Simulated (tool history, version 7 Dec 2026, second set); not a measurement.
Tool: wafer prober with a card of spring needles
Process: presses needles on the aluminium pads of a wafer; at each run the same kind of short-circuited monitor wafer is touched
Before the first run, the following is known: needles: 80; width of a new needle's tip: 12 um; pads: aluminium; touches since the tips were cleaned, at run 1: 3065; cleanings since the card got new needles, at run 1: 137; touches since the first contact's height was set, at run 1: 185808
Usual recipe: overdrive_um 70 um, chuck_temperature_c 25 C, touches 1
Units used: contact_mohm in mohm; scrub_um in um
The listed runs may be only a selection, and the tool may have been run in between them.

run,hour,overdrive_um,chuck_temperature_c,touches,touches since the tips were cleaned,cleanings since the card got new needles,touches since the first contact's height was set,contact_mohm,scrub_um
1,0.0,70,25,1,3065,137,185808,203,15.02
# hour 5.0: tips cleaned on abrasive film
# hour 18.2: tips cleaned on abrasive film
2,27.5,70,25,1,4056,139,197738,202,15.03
# hour 30.4: tips cleaned on abrasive film
# hour 43.3: tips cleaned on abrasive film
# hour 46.2: height of the first contact set anew
# hour 57.1: tips cleaned on abrasive film
# hour 70.2: tips cleaned on abrasive film
3,70.2,85,25,1,0,143,10379,180,18.70
# hour 83.4: tips cleaned on abrasive film
4,93.2,70,25,1,4294,144,20415,201,15.38
# hour 96.1: tips cleaned on abrasive film
# hour 109.9: tips cleaned on abrasive film
# hour 122.6: tips cleaned on abrasive film
5,122.7,70,25,2,37,147,33171,180,15.35
# hour 133.9: tips cleaned on abrasive film
# hour 147.1: tips cleaned on abrasive film
6,147.8,70,25,1,302,149,44054,183,15.29
# hour 158.6: tips cleaned on abrasive film
# hour 172.4: tips cleaned on abrasive film
# hour 185.0: tips cleaned on abrasive film
7,187.2,70,111,1,966,152,61172,209,15.29
# hour 198.5: tips cleaned on abrasive film
# hour 212.0: tips cleaned on abrasive film
8,220.9,70,111,1,3894,154,75811,216,15.30
# hour 223.4: tips cleaned on abrasive film
# hour 237.5: tips cleaned on abrasive film
# hour 249.9: tips cleaned on abrasive film
9,249.9,70,111,1,0,157,88330,197,15.16
# hour 263.0: tips cleaned on abrasive film
# hour 274.2: tips cleaned on abrasive film
10,283.4,70,111,1,3991,159,102888,216,15.25
# hour 286.2: tips cleaned on abrasive film
# hour 299.7: tips cleaned on abrasive film
# hour 312.3: tips cleaned on abrasive film
11,319.2,70,111,1,2987,162,118410,215,15.19
# hour 324.2: tips cleaned on abrasive film
# hour 337.3: tips cleaned on abrasive film
12,348.1,52,25,1,4695,164,130963,216,11.19
# hour 350.6: tips cleaned on abrasive film
# hour 364.4: tips cleaned on abrasive film
# hour 376.8: tips cleaned on abrasive film
13,376.8,52,25,1,0,167,143393,187,11.14
# hour 389.1: tips cleaned on abrasive film
# hour 402.5: tips cleaned on abrasive film
# hour 415.1: tips cleaned on abrasive film
14,419.4,52,25,1,1873,170,161884,206,11.14
# hour 427.1: tips cleaned on abrasive film
# hour 441.1: tips cleaned on abrasive film
# hour 454.7: tips cleaned on abrasive film
15,465.7,52,25,1,4800,173,181990,220,11.10
# hour 467.8: tips cleaned on abrasive film
# hour 481.1: tips cleaned on abrasive film
16,486.9,52,25,1,2527,175,191190,204,11.07
# hour 494.7: tips cleaned on abrasive film
# hour 508.7: tips cleaned on abrasive film
# hour 521.3: tips cleaned on abrasive film
# hour 521.6: height of the first contact set anew
17,528.6,65,54,1,3030,178,3030,205,14.28
# hour 533.4: tips cleaned on abrasive film
# hour 545.6: tips cleaned on abrasive film
18,552.2,78,44,1,2857,180,13258,201,17.16
# hour 557.8: tips cleaned on abrasive film
# hour 571.9: tips cleaned on abrasive film
19,575.4,81,28,2,1527,182,23312,183,17.74
# hour 583.4: tips cleaned on abrasive film
# hour 596.5: tips cleaned on abrasive film
20,604.4,70,119,1,3488,184,35939,214,15.31
# hour 610.1: tips cleaned on abrasive film
# hour 623.8: tips cleaned on abrasive film
21,627.2,85,74,2,1490,186,45789,192,18.61
# hour 635.5: tips cleaned on abrasive film
# hour 649.6: tips cleaned on abrasive film
# hour 662.9: tips cleaned on abrasive film
22,669.0,85,109,3,2651,189,63942,199,18.59
# hour 674.6: tips cleaned on abrasive film
# hour 688.4: tips cleaned on abrasive film
23,697.9,71,43,1,4124,191,76489,206,15.45
# hour 700.5: tips cleaned on abrasive film
# hour 713.2: tips cleaned on abrasive film
# hour 727.2: tips cleaned on abrasive film
24,736.7,71,43,1,4148,194,93343,208,15.42
# hour 739.6: tips cleaned on abrasive film
# hour 753.1: tips cleaned on abrasive film
# hour 766.4: tips cleaned on abrasive film
25,775.3,57,25,2,3873,197,110060,201,12.30
# hour 778.1: tips cleaned on abrasive film
# hour 791.8: tips cleaned on abrasive film
# hour 805.1: tips cleaned on abrasive film
# hour 817.1: tips cleaned on abrasive film
26,817.9,78,46,1,335,201,128530,188,16.93
# hour 829.1: tips cleaned on abrasive film
# hour 842.5: tips cleaned on abrasive film
27,849.3,78,46,1,2991,203,142187,197,16.90
# hour 855.0: tips cleaned on abrasive film
# hour 867.8: tips cleaned on abrasive film
28,878.2,59,27,3,4554,205,154708,196,12.66
# hour 881.1: tips cleaned on abrasive film
# hour 894.7: tips cleaned on abrasive film
# hour 908.2: tips cleaned on abrasive film
29,916.6,56,27,3,3655,208,171367,194,11.98
# hour 921.2: tips cleaned on abrasive film
# hour 934.8: tips cleaned on abrasive film
# hour 948.4: tips cleaned on abrasive film
30,954.7,67,32,2,2720,211,187890,193,14.44

Take each entry between the runs: how does the hidden state at the last listed run before it differ from the hidden state at the first listed run after it?
Logged between run 1 and run 2: tips cleaned on abrasive film (hour 5.0); tips cleaned on abrasive film (hour 18.2)
  debris on the tips, nm: 68.1 -> 73.5; way that the needles fall short of the set height, um: 1.51 -> 1.59; tips' diameter, um: 14.29 -> 14.32
  measured value less the no-hidden-state value, contact_mohm: +20 -> +21 mohm; scrub_um: -0.33 -> -0.35 um
Logged between run 2 and run 3: tips cleaned on abrasive film (hour 30.4); tips cleaned on abrasive film (hour 43.3); height of the first contact set anew (hour 46.2); tips cleaned on abrasive film (hour 57.1); tips cleaned on abrasive film (hour 70.2)
  debris on the tips, nm: 73.5 -> 7.3; way that the needles fall short of the set height, um: 1.59 -> 0.11; tips' diameter, um: 14.32 -> 14.39
  measured value less the no-hidden-state value, contact_mohm: +21 -> +1 mohm; scrub_um: -0.35 -> -0.03 um
Logged between run 3 and run 4: tips cleaned on abrasive film (hour 83.4)
  debris on the tips, nm: 7.3 -> 75.8; way that the needles fall short of the set height, um: 0.11 -> 0.14; tips' diameter, um: 14.39 -> 14.4
  measured value less the no-hidden-state value, contact_mohm: +1 -> +22 mohm; scrub_um: -0.03 -> -0.03 um
Logged between run 4 and run 5: tips cleaned on abrasive film (hour 96.1); tips cleaned on abrasive film (hour 109.9); tips cleaned on abrasive film (hour 122.6)
  debris on the tips, nm: 75.8 -> 8.5; way that the needles fall short of the set height, um: 0.14 -> 0.28; tips' diameter, um: 14.4 -> 14.45
  measured value less the no-hidden-state value, contact_mohm: +22 -> +1 mohm; scrub_um: -0.03 -> -0.06 um
Logged between run 5 and run 6: tips cleaned on abrasive film (hour 133.9); tips cleaned on abrasive film (hour 147.1)
  debris on the tips, nm: 8.5 -> 13.8; way that the needles fall short of the set height, um: 0.28 -> 0.37; tips' diameter, um: 14.45 -> 14.48
  measured value less the no-hidden-state value, contact_mohm: +1 -> +4 mohm; scrub_um: -0.06 -> -0.08 um
Logged between run 6 and run 7: tips cleaned on abrasive film (hour 158.6); tips cleaned on abrasive film (hour 172.4); tips cleaned on abrasive film (hour 185.0)
  debris on the tips, nm: 13.8 -> 32.2; way that the needles fall short of the set height, um: 0.37 -> 0.51; tips' diameter, um: 14.48 -> 14.53
  measured value less the no-hidden-state value, contact_mohm: +4 -> +7 mohm; scrub_um: -0.08 -> -0.11 um
Logged between run 7 and run 8: tips cleaned on abrasive film (hour 198.5); tips cleaned on abrasive film (hour 212.0)
  debris on the tips, nm: 32.2 -> 71.6; way that the needles fall short of the set height, um: 0.51 -> 0.62; tips' diameter, um: 14.53 -> 14.57
  measured value less the no-hidden-state value, contact_mohm: +7 -> +16 mohm; scrub_um: -0.11 -> -0.14 um
Logged between run 8 and run 9: tips cleaned on abrasive film (hour 223.4); tips cleaned on abrasive film (hour 237.5); tips cleaned on abrasive film (hour 249.9)
  debris on the tips, nm: 71.6 -> 8; way that the needles fall short of the set height, um: 0.62 -> 0.76; tips' diameter, um: 14.57 -> 14.62
  measured value less the no-hidden-state value, contact_mohm: +16 -> +0 mohm; scrub_um: -0.14 -> -0.17 um
Logged between run 9 and run 10: tips cleaned on abrasive film (hour 263.0); tips cleaned on abrasive film (hour 274.2)
  debris on the tips, nm: 8 -> 70.5; way that the needles fall short of the set height, um: 0.76 -> 0.85; tips' diameter, um: 14.62 -> 14.65
  measured value less the no-hidden-state value, contact_mohm: +0 -> +17 mohm; scrub_um: -0.17 -> -0.19 um
Logged between run 10 and run 11: tips cleaned on abrasive film (hour 286.2); tips cleaned on abrasive film (hour 299.7); tips cleaned on abrasive film (hour 312.3)
  debris on the tips, nm: 70.5 -> 65.6; way that the needles fall short of the set height, um: 0.85 -> 0.98; tips' diameter, um: 14.65 -> 14.69
  measured value less the no-hidden-state value, contact_mohm: +17 -> +16 mohm; scrub_um: -0.19 -> -0.22 um
Logged between run 11 and run 12: tips cleaned on abrasive film (hour 324.2); tips cleaned on abrasive film (hour 337.3)
  debris on the tips, nm: 65.6 -> 74.1; way that the needles fall short of the set height, um: 0.98 -> 1.06; tips' diameter, um: 14.69 -> 14.72
  measured value less the no-hidden-state value, contact_mohm: +16 -> +35 mohm; scrub_um: -0.22 -> -0.24 um
Logged between run 12 and run 13: tips cleaned on abrasive film (hour 350.6); tips cleaned on abrasive film (hour 364.4); tips cleaned on abrasive film (hour 376.8)
  debris on the tips, nm: 74.1 -> 6.6; way that the needles fall short of the set height, um: 1.06 -> 1.22; tips' diameter, um: 14.72 -> 14.78
  measured value less the no-hidden-state value, contact_mohm: +35 -> +4 mohm; scrub_um: -0.24 -> -0.27 um
Logged between run 13 and run 14: tips cleaned on abrasive film (hour 389.1); tips cleaned on abrasive film (hour 402.5); tips cleaned on abrasive film (hour 415.1)
  debris on the tips, nm: 6.6 -> 46.1; way that the needles fall short of the set height, um: 1.22 -> 1.35; tips' diameter, um: 14.78 -> 14.82
  measured value less the no-hidden-state value, contact_mohm: +4 -> +23 mohm; scrub_um: -0.27 -> -0.29 um
Logged between run 14 and run 15: tips cleaned on abrasive film (hour 427.1); tips cleaned on abrasive film (hour 441.1); tips cleaned on abrasive film (hour 454.7)
  debris on the tips, nm: 46.1 -> 83.5; way that the needles fall short of the set height, um: 1.35 -> 1.47; tips' diameter, um: 14.82 -> 14.86
  measured value less the no-hidden-state value, contact_mohm: +23 -> +40 mohm; scrub_um: -0.29 -> -0.33 um
Logged between run 15 and run 16: tips cleaned on abrasive film (hour 467.8); tips cleaned on abrasive film (hour 481.1)
  debris on the tips, nm: 83.5 -> 54.4; way that the needles fall short of the set height, um: 1.47 -> 1.57; tips' diameter, um: 14.86 -> 14.9
  measured value less the no-hidden-state value, contact_mohm: +40 -> +26 mohm; scrub_um: -0.33 -> -0.35 um
Logged between run 16 and run 17: tips cleaned on abrasive film (hour 494.7); tips cleaned on abrasive film (hour 508.7); tips cleaned on abrasive film (hour 521.3); height of the first contact set anew (hour 521.6)
  debris on the tips, nm: 54.4 -> 64.2; way that the needles fall short of the set height, um: 1.57 -> 0; tips' diameter, um: 14.9 -> 14.95
  measured value less the no-hidden-state value, contact_mohm: +26 -> +20 mohm; scrub_um: -0.35 -> +0.00 um
Logged between run 17 and run 18: tips cleaned on abrasive film (hour 533.4); tips cleaned on abrasive film (hour 545.6)
  debris on the tips, nm: 64.2 -> 59.6; way that the needles fall short of the set height, um: 0 -> 0.1; tips' diameter, um: 14.95 -> 14.98
  measured value less the no-hidden-state value, contact_mohm: +20 -> +14 mohm; scrub_um: +0.00 -> -0.02 um
Logged between run 18 and run 19: tips cleaned on abrasive film (hour 557.8); tips cleaned on abrasive film (hour 571.9)
  debris on the tips, nm: 59.6 -> 40; way that the needles fall short of the set height, um: 0.1 -> 0.22; tips' diameter, um: 14.98 -> 15.02
  measured value less the no-hidden-state value, contact_mohm: +14 -> +5 mohm; scrub_um: -0.02 -> -0.05 um
Logged between run 19 and run 20: tips cleaned on abrasive film (hour 583.4); tips cleaned on abrasive film (hour 596.5)
  debris on the tips, nm: 40 -> 68; way that the needles fall short of the set height, um: 0.22 -> 0.32; tips' diameter, um: 15.02 -> 15.06
  measured value less the no-hidden-state value, contact_mohm: +5 -> +15 mohm; scrub_um: -0.05 -> -0.07 um
Logged between run 20 and run 21: tips cleaned on abrasive film (hour 610.1); tips cleaned on abrasive film (hour 623.8)
  debris on the tips, nm: 68 -> 36.7; way that the needles fall short of the set height, um: 0.32 -> 0.41; tips' diameter, um: 15.06 -> 15.09
  measured value less the no-hidden-state value, contact_mohm: +15 -> +2 mohm; scrub_um: -0.07 -> -0.09 um
Logged between run 21 and run 22: tips cleaned on abrasive film (hour 635.5); tips cleaned on abrasive film (hour 649.6); tips cleaned on abrasive film (hour 662.9)
  debris on the tips, nm: 36.7 -> 59.3; way that the needles fall short of the set height, um: 0.41 -> 0.55; tips' diameter, um: 15.09 -> 15.14
  measured value less the no-hidden-state value, contact_mohm: +2 -> +2 mohm; scrub_um: -0.09 -> -0.12 um
Logged between run 22 and run 23: tips cleaned on abrasive film (hour 674.6); tips cleaned on abrasive film (hour 688.4)
  debris on the tips, nm: 59.3 -> 74.2; way that the needles fall short of the set height, um: 0.55 -> 0.65; tips' diameter, um: 15.14 -> 15.18
  measured value less the no-hidden-state value, contact_mohm: +2 -> +21 mohm; scrub_um: -0.12 -> -0.14 um
Logged between run 23 and run 24: tips cleaned on abrasive film (hour 700.5); tips cleaned on abrasive film (hour 713.2); tips cleaned on abrasive film (hour 727.2)
  debris on the tips, nm: 74.2 -> 77.2; way that the needles fall short of the set height, um: 0.65 -> 0.8; tips' diameter, um: 15.18 -> 15.23
  measured value less the no-hidden-state value, contact_mohm: +21 -> +22 mohm; scrub_um: -0.14 -> -0.17 um
Logged between run 24 and run 25: tips cleaned on abrasive film (hour 739.6); tips cleaned on abrasive film (hour 753.1); tips cleaned on abrasive film (hour 766.4)
  debris on the tips, nm: 77.2 -> 73.1; way that the needles fall short of the set height, um: 0.8 -> 0.91; tips' diameter, um: 15.23 -> 15.27
  measured value less the no-hidden-state value, contact_mohm: +22 -> +20 mohm; scrub_um: -0.17 -> -0.20 um
Logged between run 25 and run 26: tips cleaned on abrasive film (hour 778.1); tips cleaned on abrasive film (hour 791.8); tips cleaned on abrasive film (hour 805.1); tips cleaned on abrasive film (hour 817.1)
  debris on the tips, nm: 73.1 -> 15.3; way that the needles fall short of the set height, um: 0.91 -> 1.11; tips' diameter, um: 15.27 -> 15.34
  measured value less the no-hidden-state value, contact_mohm: +20 -> +3 mohm; scrub_um: -0.20 -> -0.24 um
Logged between run 26 and run 27: tips cleaned on abrasive film (hour 829.1); tips cleaned on abrasive film (hour 842.5)
  debris on the tips, nm: 15.3 -> 59; way that the needles fall short of the set height, um: 1.11 -> 1.2; tips' diameter, um: 15.34 -> 15.37
  measured value less the no-hidden-state value, contact_mohm: +3 -> +14 mohm; scrub_um: -0.24 -> -0.26 um
Logged between run 27 and run 28: tips cleaned on abrasive film (hour 855.0); tips cleaned on abrasive film (hour 867.8)
  debris on the tips, nm: 59 -> 81.7; way that the needles fall short of the set height, um: 1.2 -> 1.28; tips' diameter, um: 15.37 -> 15.4
  measured value less the no-hidden-state value, contact_mohm: +14 -> +12 mohm; scrub_um: -0.26 -> -0.28 um
Logged between run 28 and run 29: tips cleaned on abrasive film (hour 881.1); tips cleaned on abrasive film (hour 894.7); tips cleaned on abrasive film (hour 908.2)
  debris on the tips, nm: 81.7 -> 69.3; way that the needles fall short of the set height, um: 1.28 -> 1.43; tips' diameter, um: 15.4 -> 15.45
  measured value less the no-hidden-state value, contact_mohm: +12 -> +12 mohm; scrub_um: -0.28 -> -0.31 um
Logged between run 29 and run 30: tips cleaned on abrasive film (hour 921.2); tips cleaned on abrasive film (hour 934.8); tips cleaned on abrasive film (hour 948.4)
  debris on the tips, nm: 69.3 -> 59.4; way that the needles fall short of the set height, um: 1.43 -> 1.55; tips' diameter, um: 15.45 -> 15.49
  measured value less the no-hidden-state value, contact_mohm: +12 -> +12 mohm; scrub_um: -0.31 -> -0.34 um

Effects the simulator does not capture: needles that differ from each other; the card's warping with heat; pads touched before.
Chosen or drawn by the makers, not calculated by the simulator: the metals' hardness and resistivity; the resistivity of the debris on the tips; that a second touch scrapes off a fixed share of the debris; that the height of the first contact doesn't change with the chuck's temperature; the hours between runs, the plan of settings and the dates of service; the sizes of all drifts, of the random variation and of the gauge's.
